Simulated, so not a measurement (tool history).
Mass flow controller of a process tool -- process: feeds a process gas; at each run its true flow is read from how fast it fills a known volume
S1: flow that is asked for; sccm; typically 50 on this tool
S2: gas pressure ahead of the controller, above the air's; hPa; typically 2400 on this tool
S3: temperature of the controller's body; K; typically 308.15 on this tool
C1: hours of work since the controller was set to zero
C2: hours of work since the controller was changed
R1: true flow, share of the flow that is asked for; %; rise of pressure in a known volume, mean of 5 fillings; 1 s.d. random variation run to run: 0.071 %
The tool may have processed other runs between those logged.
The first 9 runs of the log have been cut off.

Run 10, day 31.812: usual settings; C1 2885; C2 2885. Result: R1 101.94 %.
At day 32.317: controller's zero set anew.
Run 11, day 36.329: usual settings; C1 51; C2 2942. Result: R1 102.41 %.
Run 12, day 40.800: usual settings but S3 300.15 K; C1 107; C2 2998. Result: R1 101.93 %.
Run 13, day 44.071: usual settings but S3 300.15 K; C1 148; C2 3039. Result: R1 101.69 %.
Run 14, day 47.100: usual settings but S3 300.15 K; C1 186; C2 3078. Result: R1 101.79 %.
Run 15, day 51.450: usual settings; C1 241; C2 3132. Result: R1 102.59 %.
Run 16, day 56.625: usual settings; C1 306; C2 3198. Result: R1 102.56 %.
Run 17, day 60.129: usual settings but S1 12 sccm, S3 295.15 K; C1 350; C2 3242. Result: R1 106.19 %.
Run 18, day 64.038: usual settings but S1 31 sccm, S3 304.15 K; C1 400; C2 3291. Result: R1 102.95 %.
At day 65.533: controller's zero set anew, once more.
Run 19, day 67.733: usual settings but S3 296.15 K; C1 28; C2 3337. Result: R1 100.02 %.
Run 20, day 70.196: usual settings but S3 296.15 K; C1 59; C2 3368. Result: R1 100.08 %.
Run 21, day 72.683: usual settings but S3 296.15 K; C1 90; C2 3400. Result: R1 100.05 %.
Run 22, day 76.329: usual settings but S1 75 sccm, S2 2690 hPa; C1 136; C2 3446. Result: R1 101.77 %.
Run 23, day 79.338: usual settings but S1 75 sccm, S2 2690 hPa; C1 174; C2 3483. Result: R1 101.86 %.
Run 24, day 82.546: usual settings but S1 75 sccm, S2 2690 hPa; C1 214; C2 3524. Result: R1 101.82 %.
Run 25, day 85.500: usual settings but S1 13 sccm, S2 1440 hPa, S3 312.15 K; C1 252; C2 3561. Result: R1 100.31 %.
Run 26, day 88.533: usual settings but S1 13 sccm, S2 1440 hPa, S3 312.15 K; C1 290; C2 3599. Result: R1 100.31 %.
Run 27, day 91.417: usual settings but S1 62 sccm, S2 2230 hPa, S3 305.15 K; C1 326; C2 3636. Result: R1 101.16 %.
Run 28, day 94.317: usual settings but S3 294.15 K; C1 363; C2 3672. Result: R1 100.02 %.
Run 29, day 96.967: usual settings but S3 294.15 K; C1 396; C2 3706. Result: R1 100.16 %.
Run 30, day 99.579: usual settings but S1 65 sccm, S2 1580 hPa, S3 312.15 K; C1 429; C2 3738. Result: R1 101.39 %.
Run 31, day 103.917: usual settings but S1 65 sccm, S2 1580 hPa, S3 312.15 K; C1 484; C2 3793. Result: R1 101.34 %.

4 ways to go on from here, each from the tool as it stands after run 31. What would each give?
Run A, day 108.983: usual settings but S1 31 sccm, S2 2100 hPa, S3 306.15 K; C1 548; C2 3857. Result: R1 ?.
Run B, day 108.983: usual settings but S1 19 sccm, S3 312.15 K; C1 548; C2 3857. Result: R1 ?.
Run C, day 108.983: usual settings but S1 29 sccm, S2 1590 hPa, S3 297.15 K; C1 548; C2 3857. Result: R1 ?.
Run D, day 108.983: usual settings but S3 312.15 K; C1 548; C2 3857. Result: R1 ?.

run      R1
  A  100.64
  B  101.27
  C   99.70
  D  101.78
With the hidden condition removed and each run's random variation left untouched, the same runs would have given:
run      R1
  A   99.00
  B   99.38
  C   98.03
  D  100.28

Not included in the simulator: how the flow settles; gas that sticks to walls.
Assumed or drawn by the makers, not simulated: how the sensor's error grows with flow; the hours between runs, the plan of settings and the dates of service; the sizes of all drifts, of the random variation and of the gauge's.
